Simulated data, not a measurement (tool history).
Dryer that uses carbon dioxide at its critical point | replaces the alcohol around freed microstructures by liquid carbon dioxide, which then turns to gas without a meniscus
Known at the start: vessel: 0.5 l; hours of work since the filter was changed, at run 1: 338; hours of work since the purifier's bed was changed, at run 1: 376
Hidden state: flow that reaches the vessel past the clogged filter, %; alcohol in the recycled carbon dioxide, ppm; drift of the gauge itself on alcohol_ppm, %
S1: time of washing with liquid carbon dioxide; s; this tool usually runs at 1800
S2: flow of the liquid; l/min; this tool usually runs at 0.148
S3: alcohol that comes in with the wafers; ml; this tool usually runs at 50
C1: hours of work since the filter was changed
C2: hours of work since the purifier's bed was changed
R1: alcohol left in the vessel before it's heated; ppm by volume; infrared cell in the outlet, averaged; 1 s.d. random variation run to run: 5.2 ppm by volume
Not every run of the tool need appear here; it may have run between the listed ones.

| run | hour | S1 | S2 | S3 | C1 | C2 | R1 |
|---|---|---|---|---|---|---|---|
| 1 | 0 | 1800 | 0.148 | 50 | 338 | 376 | 265 |
| 2 | 57.1 | 1800 | 0.148 | 50 | 362 | 400 | 277 |
| 3 | 95.6 | 1800 | 0.148 | 50 | 378 | 416 | 285 |
| 4 | 128.5 | 1800 | 0.148 | 50 | 392 | 430 | 300 |
| 5 | 188.3 | 1800 | 0.148 | 50 | 417 | 455 | 311 |
| 6 | 231.3 | 1800 | 0.09 | 50 | 435 | 473 | 2712 |
| 7 | 272.3 | 1620 | 0.148 | 50 | 452 | 491 | 493 |
| 8 | 297.6 | 1620 | 0.148 | 50 | 463 | 501 | 504 |
| 9 | 338.8 | 1620 | 0.148 | 50 | 480 | 519 | 516 |
| 10 | 390.1 | 1620 | 0.148 | 50 | 502 | 540 | 525 |
| 11 | 437.9 | 1620 | 0.148 | 50 | 522 | 561 | 544 |
| 12 | 472.9 | 1620 | 0.148 | 50 | 537 | 575 | 563 |
| 13 | 511.8 | 1620 | 0.129 | 112 | 553 | 592 | 2164 |
| 14 | 551.3 | 1620 | 0.129 | 87 | 570 | 608 | 1721 |
|  | 579 | inlet filter changed |
| 15 | 590.4 | 1620 | 0.129 | 87 | 5 | 624 | 940 |

The next listed run, before its measurement:
| 16 | 641.9 | 2040 | 0.133 | 87 | 26 | 646 | ? |

R1: 332 ppm by volume
On a tool with no hidden condition, and with the same random variation, this run would have come out at R1 147 ppm by volume.

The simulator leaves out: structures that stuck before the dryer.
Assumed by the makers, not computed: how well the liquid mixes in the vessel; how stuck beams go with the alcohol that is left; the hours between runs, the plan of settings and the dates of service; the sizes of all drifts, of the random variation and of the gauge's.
